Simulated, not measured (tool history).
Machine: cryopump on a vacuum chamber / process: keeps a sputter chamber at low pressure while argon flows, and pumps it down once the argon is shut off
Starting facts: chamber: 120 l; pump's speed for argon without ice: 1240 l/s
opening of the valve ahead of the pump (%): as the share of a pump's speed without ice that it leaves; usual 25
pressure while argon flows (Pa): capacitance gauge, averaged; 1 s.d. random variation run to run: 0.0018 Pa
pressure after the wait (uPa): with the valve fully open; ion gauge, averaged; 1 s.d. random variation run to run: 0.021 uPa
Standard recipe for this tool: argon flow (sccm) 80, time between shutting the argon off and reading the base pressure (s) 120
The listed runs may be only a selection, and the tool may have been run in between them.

run   hour  argon flow (sccm)  time between shutting the argon off and reading the base pressure (s)  opening of the valve ahead of the pump (%)  pressure while argon flows (Pa)  pressure after the wait (uPa)
  1    0.0                 80                                                                    120                                          25                           0.4419                           1.03
  2   40.7                 80                                                                    120                                          25                           0.4425                           1.09
  3   67.0                 80                                                                    120                                          25                           0.4482                           1.14
  4  106.9                 80                                                                    120                                          25                           0.4450                           1.19
  5  137.6                 97                                                                    120                                          25                           0.5441                           1.24
  6  158.0                 97                                                                    120                                          25                           0.5455                           1.26
  7  178.2                 80                                                                    120                                          25                           0.4479                           1.23
  8  203.0                 80                                                                    120                                          25                           0.4534                           1.28
  9  221.0                 80                                                                    108                                          25                           0.4498                           1.28
 10  256.1                 80                                                                    108                                          25                           0.4499                           1.31
 11  289.9                 80                                                                    108                                          25                           0.4550                           1.37
 12  320.4                 80                                                                    120                                          59                           0.2057                           1.37
 13  344.1                 80                                                                    120                                          25                           0.4566                           1.38
 14  384.5                 80                                                                    120                                          25                           0.4589                           1.40
 15  403.8                 80                                                                    120                                          25                           0.4607                           1.49
 16  443.1                 80                                                                    120                                          25                           0.4601                           1.49
 17  472.8                 80                                                                    120                                          25                           0.4655                           1.50
 18  492.6                 80                                                                    177                                          39                           0.3095                           1.46
 19  527.9                 80                                                                    177                                          39                           0.3100                           1.53
 20  563.9                138                                                                    296                                          31                           0.6644                           1.50
 21  586.6                143                                                                     81                                          24                           0.8771                           1.70
     607.3  -- pump warmed up, emptied and cooled again
 22  617.1                 80                                                                    249                                          55                           0.2010                           1.19
 23  652.7                 80                                                                    249                                          21                           0.5262                           1.28
 24  676.3                 80                                                                    120                                          32                           0.3465                           1.42
 25  707.4                 80                                                                    120                                          32                           0.3482                           1.42
 26  740.1                 80                                                                    120                                          32                           0.3484                           1.46
 27  772.0                 80                                                                    120                                          32                           0.3517                           1.47
 28  797.8                 80                                                                    153                                          32                           0.3484                           1.45
 29  835.6                 90                                                                    120                                          25                           0.5037                           1.57
 30  871.0                 90                                                                    120                                          25                           0.5066                           1.55
 31  897.4                 80                                                                    106                                          27                           0.4177                           1.65
 32  931.5                 80                                                                     94                                          20                           0.5630                           1.73
 33  966.0                 33                                                                    158                                          15                           0.3077                           1.58
 34  990.7                 82                                                                     23                                          25                           0.4655                           2.75

Below are 3 alternative next runs, each starting from the tool's condition after run 34. Predict each:
  A  1011.6                 40                                                                    120                                          15                                ?                              ?
  B  1011.6                 80                                                                    145                                          25                                ?                              ?
  C  1011.6                115                                                                    102                                          47                                ?                              ?

run  pressure while argon flows (Pa)  pressure after the wait (uPa)
  A                           0.3749                           1.78
  B                           0.4545                           1.67
  C                           0.3630                           1.75
Stripped of hidden state, with their random variation kept, the same runs would have yielded:
run  pressure while argon flows (Pa)  pressure after the wait (uPa)
  A                           0.3650                           0.49
  B                           0.4350                           0.41
  C                           0.3348                           0.52
